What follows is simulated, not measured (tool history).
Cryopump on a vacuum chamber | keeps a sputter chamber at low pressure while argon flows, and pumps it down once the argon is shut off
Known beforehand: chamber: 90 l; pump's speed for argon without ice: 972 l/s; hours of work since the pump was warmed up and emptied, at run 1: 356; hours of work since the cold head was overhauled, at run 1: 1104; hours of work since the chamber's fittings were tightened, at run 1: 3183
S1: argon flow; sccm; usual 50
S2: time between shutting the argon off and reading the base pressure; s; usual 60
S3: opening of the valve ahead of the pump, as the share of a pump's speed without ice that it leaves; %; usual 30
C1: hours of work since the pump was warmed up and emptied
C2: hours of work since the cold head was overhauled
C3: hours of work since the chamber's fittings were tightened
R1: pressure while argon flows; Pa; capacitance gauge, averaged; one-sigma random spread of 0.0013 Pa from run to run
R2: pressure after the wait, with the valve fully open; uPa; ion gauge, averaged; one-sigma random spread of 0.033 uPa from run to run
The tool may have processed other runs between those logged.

run	day	S1	S2	S3	C1	C2	C3	R1	R2
1	0.000	50	60	30	356	1104	3183	0.3115	2.85
2	2.312	50	60	30	392	1140	3219	0.3107	2.91
3	3.483	50	60	30	411	1158	3237	0.3096	2.99
4	5.712	50	23	30	445	1193	3272	0.3124	5.30
5	7.250	50	23	30	469	1217	3296	0.3121	5.37
6	8.671	50	23	30	492	1239	3318	0.3157	5.34
7	10.342	50	23	30	518	1266	3344	0.3142	5.40
8	12.767	50	60	30	556	1303	3382	0.3168	3.08
9	13.900	50	60	30	573	1321	3400	0.3205	3.19
10	15.467	50	60	30	598	1346	3425	0.3227	3.10
11	17.721	50	60	30	633	1381	3460	0.3222	3.11
12	18.908	31	60	39	652	1399	3478	0.1616	3.15
13	21.275	31	60	39	689	1437	3515	0.1618	3.31
14	22.992	50	158	30	716	1463	3542	0.3271	2.52
# day 24.012: pump warmed up, emptied and cooled again
15	24.525	54	60	36	8	1484	3563	0.2625	2.73
16	26.238	54	60	36	35	1511	3590	0.2633	2.76
17	27.612	54	60	36	56	1532	3611	0.2632	2.74
18	28.729	54	60	36	74	1550	3629	0.2651	2.83
19	29.962	54	60	36	93	1569	3648	0.2671	2.81
20	30.983	23	85	30	109	1585	3664	0.1347	2.31

What will run 21 give?
21	33.292	51	85	21	145	1621	3700	?	?

Run 21 gave R1 0.4293 Pa, R2 2.38 uPa.
With no hidden state in the tool, this same run would have given R1 0.4224 Pa, R2 1.28 uPa.
